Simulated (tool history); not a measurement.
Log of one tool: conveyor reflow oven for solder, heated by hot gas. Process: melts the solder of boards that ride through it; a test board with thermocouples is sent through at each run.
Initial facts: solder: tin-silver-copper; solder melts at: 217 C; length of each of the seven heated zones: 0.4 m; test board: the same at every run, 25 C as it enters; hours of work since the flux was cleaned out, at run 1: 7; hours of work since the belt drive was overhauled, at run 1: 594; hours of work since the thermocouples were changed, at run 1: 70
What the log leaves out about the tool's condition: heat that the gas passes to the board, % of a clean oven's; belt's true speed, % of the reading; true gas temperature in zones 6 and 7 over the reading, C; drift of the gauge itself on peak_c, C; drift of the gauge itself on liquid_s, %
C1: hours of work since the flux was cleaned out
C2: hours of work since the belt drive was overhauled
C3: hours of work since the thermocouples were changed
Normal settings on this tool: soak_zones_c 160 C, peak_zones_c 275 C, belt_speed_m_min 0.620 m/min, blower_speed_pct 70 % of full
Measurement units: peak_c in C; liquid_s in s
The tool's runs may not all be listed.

run 1 hour=0.0 | soak_zones_c=160 peak_zones_c=275 belt_speed_m_min=0.620 blower_speed_pct=70 | C1=7 C2=594 C3=70 | peak_c=256.8 liquid_s=55.5
run 2 hour=7.2 | soak_zones_c=160 peak_zones_c=275 belt_speed_m_min=0.655 blower_speed_pct=70 | C1=11 C2=598 C3=75 | peak_c=254.8 liquid_s=50.0
run 3 hour=14.4 | soak_zones_c=160 peak_zones_c=275 belt_speed_m_min=0.655 blower_speed_pct=70 | C1=16 C2=603 C3=79 | peak_c=254.0 liquid_s=51.0
run 4 hour=25.3 | soak_zones_c=160 peak_zones_c=275 belt_speed_m_min=0.655 blower_speed_pct=70 | C1=22 C2=609 C3=86 | peak_c=253.9 liquid_s=51.0
run 5 hour=35.5 | soak_zones_c=160 peak_zones_c=275 belt_speed_m_min=0.655 blower_speed_pct=70 | C1=28 C2=615 C3=92 | peak_c=254.1 liquid_s=50.6
run 6 hour=47.4 | soak_zones_c=160 peak_zones_c=275 belt_speed_m_min=0.655 blower_speed_pct=70 | C1=36 C2=623 C3=99 | peak_c=253.2 liquid_s=51.0
run 7 hour=53.3 | soak_zones_c=160 peak_zones_c=275 belt_speed_m_min=0.620 blower_speed_pct=70 | C1=39 C2=626 C3=103 | peak_c=255.6 liquid_s=54.7
run 8 hour=60.6 | soak_zones_c=160 peak_zones_c=275 belt_speed_m_min=0.589 blower_speed_pct=70 | C1=44 C2=631 C3=107 | peak_c=258.1 liquid_s=59.8
run 9 hour=69.3 | soak_zones_c=160 peak_zones_c=275 belt_speed_m_min=0.724 blower_speed_pct=70 | C1=49 C2=636 C3=113 | peak_c=250.3 liquid_s=43.4
run 10 hour=80.2 | soak_zones_c=160 peak_zones_c=275 belt_speed_m_min=0.724 blower_speed_pct=70 | C1=55 C2=642 C3=119 | peak_c=250.2 liquid_s=43.5
run 11 hour=91.7 | soak_zones_c=160 peak_zones_c=275 belt_speed_m_min=0.724 blower_speed_pct=70 | C1=63 C2=649 C3=126 | peak_c=249.2 liquid_s=41.4
run 12 hour=104.6 | soak_zones_c=160 peak_zones_c=275 belt_speed_m_min=0.724 blower_speed_pct=70 | C1=70 C2=657 C3=134 | peak_c=250.3 liquid_s=42.2
run 13 hour=114.5 | soak_zones_c=160 peak_zones_c=275 belt_speed_m_min=0.724 blower_speed_pct=70 | C1=76 C2=663 C3=140 | peak_c=249.4 liquid_s=42.2
run 14 hour=122.8 | soak_zones_c=160 peak_zones_c=275 belt_speed_m_min=0.724 blower_speed_pct=70 | C1=81 C2=668 C3=145 | peak_c=248.7 liquid_s=42.5
run 15 hour=135.3 | soak_zones_c=160 peak_zones_c=275 belt_speed_m_min=0.724 blower_speed_pct=70 | C1=89 C2=676 C3=153 | peak_c=249.1 liquid_s=43.3
run 16 hour=147.3 | soak_zones_c=174 peak_zones_c=286 belt_speed_m_min=0.579 blower_speed_pct=54 | C1=96 C2=683 C3=160 | peak_c=263.0 liquid_s=68.7
run 17 hour=159.0 | soak_zones_c=174 peak_zones_c=274 belt_speed_m_min=0.579 blower_speed_pct=84 | C1=103 C2=690 C3=167 | peak_c=263.8 liquid_s=68.9
run 18 hour=172.2 | soak_zones_c=165 peak_zones_c=290 belt_speed_m_min=0.534 blower_speed_pct=85 | C1=111 C2=698 C3=175 | peak_c=280.5 liquid_s=80.9
run 19 hour=181.8 | soak_zones_c=165 peak_zones_c=290 belt_speed_m_min=0.534 blower_speed_pct=85 | C1=117 C2=704 C3=181 | peak_c=279.0 liquid_s=80.1
run 20 hour=191.9 | soak_zones_c=165 peak_zones_c=264 belt_speed_m_min=0.570 blower_speed_pct=85 | C1=123 C2=710 C3=187 | peak_c=254.0 liquid_s=63.0
run 21 hour=203.0 | soak_zones_c=165 peak_zones_c=284 belt_speed_m_min=0.570 blower_speed_pct=85 | C1=130 C2=717 C3=194 | peak_c=272.0 liquid_s=72.6
run 22 hour=216.5 | soak_zones_c=160 peak_zones_c=275 belt_speed_m_min=0.511 blower_speed_pct=89 | C1=138 C2=725 C3=202 | peak_c=267.1 liquid_s=79.1
run 23 hour=228.1 | soak_zones_c=160 peak_zones_c=289 belt_speed_m_min=0.511 blower_speed_pct=89 | C1=145 C2=732 C3=209 | peak_c=280.4 liquid_s=84.7
run 24 hour=237.4 | soak_zones_c=156 peak_zones_c=265 belt_speed_m_min=0.511 blower_speed_pct=89 | C1=151 C2=738 C3=215 | peak_c=256.7 liquid_s=71.2
run 25 hour=248.1 | soak_zones_c=156 peak_zones_c=265 belt_speed_m_min=0.511 blower_speed_pct=89 | C1=157 C2=744 C3=221 | peak_c=257.0 liquid_s=70.7
run 26 hour=262.0 | soak_zones_c=148 peak_zones_c=275 belt_speed_m_min=0.673 blower_speed_pct=70 | C1=166 C2=753 C3=230 | peak_c=249.8 liquid_s=43.9
run 27 hour=276.0 | soak_zones_c=154 peak_zones_c=270 belt_speed_m_min=0.673 blower_speed_pct=70 | C1=174 C2=761 C3=238 | peak_c=247.2 liquid_s=43.4
run 28 hour=283.3 | soak_zones_c=154 peak_zones_c=270 belt_speed_m_min=0.673 blower_speed_pct=70 | C1=179 C2=766 C3=242 | peak_c=246.5 liquid_s=42.7
run 29 hour=291.5 | soak_zones_c=160 peak_zones_c=275 belt_speed_m_min=0.724 blower_speed_pct=70 | C1=184 C2=771 C3=247 | peak_c=249.9 liquid_s=43.0
run 30 hour=301.1 | soak_zones_c=153 peak_zones_c=275 belt_speed_m_min=0.620 blower_speed_pct=70 | C1=190 C2=777 C3=253 | peak_c=254.2 liquid_s=52.2

Predict each of these 3 candidate next runs independently; none follows another, all start after run 30:
run A hour=315.5 | soak_zones_c=152 peak_zones_c=275 belt_speed_m_min=0.577 blower_speed_pct=74 | C1=198 C2=785 C3=262 | peak_c=? liquid_s=?
run B hour=315.5 | soak_zones_c=169 peak_zones_c=275 belt_speed_m_min=0.555 blower_speed_pct=62 | C1=198 C2=785 C3=262 | peak_c=? liquid_s=?
run C hour=315.5 | soak_zones_c=160 peak_zones_c=273 belt_speed_m_min=0.620 blower_speed_pct=70 | C1=198 C2=785 C3=262 | peak_c=? liquid_s=?

run=A peak_c=258.2 liquid_s=60.3
run=B peak_c=258.1 liquid_s=67.6
run=C peak_c=253.4 liquid_s=54.1
With no hidden state in the tool, these same runs would have given:
run=A peak_c=258.3 liquid_s=60.3
run=B peak_c=258.2 liquid_s=67.5
run=C peak_c=253.5 liquid_s=54.1

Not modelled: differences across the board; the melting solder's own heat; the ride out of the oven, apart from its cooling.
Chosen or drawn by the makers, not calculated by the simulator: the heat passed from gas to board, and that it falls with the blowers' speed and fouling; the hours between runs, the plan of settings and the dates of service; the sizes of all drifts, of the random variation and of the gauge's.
